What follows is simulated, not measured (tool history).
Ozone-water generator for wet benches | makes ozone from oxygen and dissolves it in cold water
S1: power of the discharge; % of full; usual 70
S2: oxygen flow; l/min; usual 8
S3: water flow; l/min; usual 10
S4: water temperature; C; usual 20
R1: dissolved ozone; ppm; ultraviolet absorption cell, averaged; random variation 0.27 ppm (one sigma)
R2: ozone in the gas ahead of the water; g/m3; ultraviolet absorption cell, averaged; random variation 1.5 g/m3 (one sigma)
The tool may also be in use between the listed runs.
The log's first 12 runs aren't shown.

run,day,S1,S2,S3,S4,R1,R2
13,27.25,70,5.83,6,20,55.7,305
14,30.038,70,5.83,6,24,49.7,310
15,31.538,70,5.83,6,24,50.3,307.7
16,34.012,70,5.83,6,24,49.8,306.9
17,36.688,98,5.78,6,24,64.9,394.7
18,38.367,65,5.78,13,13,39.1,293.4
19,39.725,65,5.78,13,13,39.5,293
20,42.333,65,5.78,13,15,38.5,293.9
21,44.854,65,5.78,13,14,39,294.3
22,47.183,65,4.48,13,18,35.5,322.6
23,49.329,65,4.48,13,18,35.1,321.2
24,51.742,78,5.04,8,22,50.4,351.7
25,54.092,70,4.42,10,20,43,345.5

Run 26 comes next. What will it give?
26,55.888,76,5.94,8,15,?,?

Run 26 gave R1 57.8 ppm, R2 327.8 g/m3.
Without the tool's hidden state the same run would have given R1 57.9 ppm, R2 321.8 g/m3.
